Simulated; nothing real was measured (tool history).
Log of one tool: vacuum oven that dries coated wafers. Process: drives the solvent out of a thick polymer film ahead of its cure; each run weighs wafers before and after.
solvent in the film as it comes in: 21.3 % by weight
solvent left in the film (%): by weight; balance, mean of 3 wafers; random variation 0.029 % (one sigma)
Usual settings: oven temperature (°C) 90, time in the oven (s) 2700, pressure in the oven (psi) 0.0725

{"run": 1, "day": 0.0, "oven temperature (°C)": 90, "time in the oven (s)": 2700, "pressure in the oven (psi)": 0.0725, "solvent left in the film (%)": 2.44}
{"run": 2, "day": 2.292, "oven temperature (°C)": 90, "time in the oven (s)": 3000, "pressure in the oven (psi)": 0.0725, "solvent left in the film (%)": 2.04}
{"run": 3, "day": 4.354, "oven temperature (°C)": 90, "time in the oven (s)": 3000, "pressure in the oven (psi)": 0.0725, "solvent left in the film (%)": 2.0}
{"run": 4, "day": 7.358, "oven temperature (°C)": 94, "time in the oven (s)": 3000, "pressure in the oven (psi)": 0.0725, "solvent left in the film (%)": 1.14}
{"run": 5, "day": 10.933, "oven temperature (°C)": 90, "time in the oven (s)": 2700, "pressure in the oven (psi)": 0.0725, "solvent left in the film (%)": 2.47}
{"run": 6, "day": 12.608, "oven temperature (°C)": 90, "time in the oven (s)": 2700, "pressure in the oven (psi)": 0.0725, "solvent left in the film (%)": 2.5}
{"run": 7, "day": 14.35, "oven temperature (°C)": 90, "time in the oven (s)": 3000, "pressure in the oven (psi)": 0.0725, "solvent left in the film (%)": 2.07}
{"run": 8, "day": 16.654, "oven temperature (°C)": 90, "time in the oven (s)": 3000, "pressure in the oven (psi)": 0.0725, "solvent left in the film (%)": 2.06}
{"run": 9, "day": 19.508, "oven temperature (°C)": 90, "time in the oven (s)": 3000, "pressure in the oven (psi)": 0.0725, "solvent left in the film (%)": 2.14}
{"day": 21.658, "done": "vacuum gauge cleaned of residue and calibrated"}
{"run": 10, "day": 22.004, "oven temperature (°C)": 90, "time in the oven (s)": 2700, "pressure in the oven (psi)": 0.0725, "solvent left in the film (%)": 2.43}
{"run": 11, "day": 24.0, "oven temperature (°C)": 90, "time in the oven (s)": 2700, "pressure in the oven (psi)": 0.0725, "solvent left in the film (%)": 2.43}
{"run": 12, "day": 27.483, "oven temperature (°C)": 90, "time in the oven (s)": 2700, "pressure in the oven (psi)": 0.0725, "solvent left in the film (%)": 2.36}
{"run": 13, "day": 30.721, "oven temperature (°C)": 90, "time in the oven (s)": 2700, "pressure in the oven (psi)": 0.0725, "solvent left in the film (%)": 2.47}
{"run": 14, "day": 33.746, "oven temperature (°C)": 90, "time in the oven (s)": 2700, "pressure in the oven (psi)": 0.0725, "solvent left in the film (%)": 2.44}
{"day": 35.175, "done": "oven's thermocouples calibrated"}
{"run": 15, "day": 36.925, "oven temperature (°C)": 90, "time in the oven (s)": 2700, "pressure in the oven (psi)": 0.0725, "solvent left in the film (%)": 2.11}
{"run": 16, "day": 40.588, "oven temperature (°C)": 90, "time in the oven (s)": 2700, "pressure in the oven (psi)": 0.0725, "solvent left in the film (%)": 2.18}
{"run": 17, "day": 42.846, "oven temperature (°C)": 90, "time in the oven (s)": 2700, "pressure in the oven (psi)": 0.0725, "solvent left in the film (%)": 2.14}
{"run": 18, "day": 46.288, "oven temperature (°C)": 90, "time in the oven (s)": 2700, "pressure in the oven (psi)": 0.0725, "solvent left in the film (%)": 2.26}
{"run": 19, "day": 48.138, "oven temperature (°C)": 90, "time in the oven (s)": 2700, "pressure in the oven (psi)": 0.0725, "solvent left in the film (%)": 2.21}
{"run": 20, "day": 51.388, "oven temperature (°C)": 90, "time in the oven (s)": 2700, "pressure in the oven (psi)": 0.0725, "solvent left in the film (%)": 2.24}
{"run": 21, "day": 54.879, "oven temperature (°C)": 90, "time in the oven (s)": 2700, "pressure in the oven (psi)": 0.0725, "solvent left in the film (%)": 2.26}
{"run": 22, "day": 56.938, "oven temperature (°C)": 101, "time in the oven (s)": 2700, "pressure in the oven (psi)": 0.0397, "solvent left in the film (%)": 0.31}
{"run": 23, "day": 59.012, "oven temperature (°C)": 88, "time in the oven (s)": 2940, "pressure in the oven (psi)": 0.0725, "solvent left in the film (%)": 2.53}
{"run": 24, "day": 60.733, "oven temperature (°C)": 88, "time in the oven (s)": 2940, "pressure in the oven (psi)": 0.0725, "solvent left in the film (%)": 2.58}
{"run": 25, "day": 63.733, "oven temperature (°C)": 90, "time in the oven (s)": 3960, "pressure in the oven (psi)": 0.0441, "solvent left in the film (%)": 0.98}
{"run": 26, "day": 67.0, "oven temperature (°C)": 90, "time in the oven (s)": 2820, "pressure in the oven (psi)": 0.0441, "solvent left in the film (%)": 2.05}
{"run": 27, "day": 69.038, "oven temperature (°C)": 90, "time in the oven (s)": 2520, "pressure in the oven (psi)": 0.0725, "solvent left in the film (%)": 2.68}
{"run": 28, "day": 72.442, "oven temperature (°C)": 99, "time in the oven (s)": 3840, "pressure in the oven (psi)": 0.0725, "solvent left in the film (%)": 0.36}
{"run": 29, "day": 75.579, "oven temperature (°C)": 99, "time in the oven (s)": 4800, "pressure in the oven (psi)": 0.0421, "solvent left in the film (%)": 0.25}
{"run": 30, "day": 78.808, "oven temperature (°C)": 79, "time in the oven (s)": 1620, "pressure in the oven (psi)": 0.0421, "solvent left in the film (%)": 9.76}
{"run": 31, "day": 80.717, "oven temperature (°C)": 79, "time in the oven (s)": 1620, "pressure in the oven (psi)": 0.0421, "solvent left in the film (%)": 9.88}
{"run": 32, "day": 83.167, "oven temperature (°C)": 99, "time in the oven (s)": 1620, "pressure in the oven (psi)": 0.1094, "solvent left in the film (%)": 2.07}
{"run": 33, "day": 85.496, "oven temperature (°C)": 96, "time in the oven (s)": 1560, "pressure in the oven (psi)": 0.105, "solvent left in the film (%)": 3.11}
{"run": 34, "day": 88.538, "oven temperature (°C)": 96, "time in the oven (s)": 1560, "pressure in the oven (psi)": 0.105, "solvent left in the film (%)": 3.14}
{"run": 35, "day": 90.617, "oven temperature (°C)": 90, "time in the oven (s)": 1560, "pressure in the oven (psi)": 0.1524, "solvent left in the film (%)": 5.6}
{"run": 36, "day": 94.258, "oven temperature (°C)": 103, "time in the oven (s)": 3000, "pressure in the oven (psi)": 0.0725, "solvent left in the film (%)": 0.37}
{"run": 37, "day": 96.212, "oven temperature (°C)": 87, "time in the oven (s)": 3000, "pressure in the oven (psi)": 0.0725, "solvent left in the film (%)": 2.99}
{"run": 38, "day": 99.421, "oven temperature (°C)": 90, "time in the oven (s)": 1800, "pressure in the oven (psi)": 0.0725, "solvent left in the film (%)": 4.59}
{"day": 101.879, "done": "oven's thermocouples calibrated"}
{"run": 39, "day": 102.746, "oven temperature (°C)": 90, "time in the oven (s)": 1800, "pressure in the oven (psi)": 0.0725, "solvent left in the film (%)": 4.19}

3 ways to go on from here, each from the tool as it stands after run 39. What would each give?
{"run": "A", "day": 105.071, "oven temperature (°C)": 76, "time in the oven (s)": 2160, "pressure in the oven (psi)": 0.0727, "solvent left in the film (%)": "?"}
{"run": "B", "day": 105.071, "oven temperature (°C)": 90, "time in the oven (s)": 3720, "pressure in the oven (psi)": 0.1471, "solvent left in the film (%)": "?"}
{"run": "C", "day": 105.071, "oven temperature (°C)": 95, "time in the oven (s)": 1800, "pressure in the oven (psi)": 0.0641, "solvent left in the film (%)": "?"}

run=A solvent_left_in_the_film_(%)=9.22
run=B solvent_left_in_the_film_(%)=1.43
run=C solvent_left_in_the_film_(%)=2.41
Without the tool's hidden state the same runs would have given:
run=A solvent_left_in_the_film_(%)=9.25
run=B solvent_left_in_the_film_(%)=1.31
run=C solvent_left_in_the_film_(%)=2.42
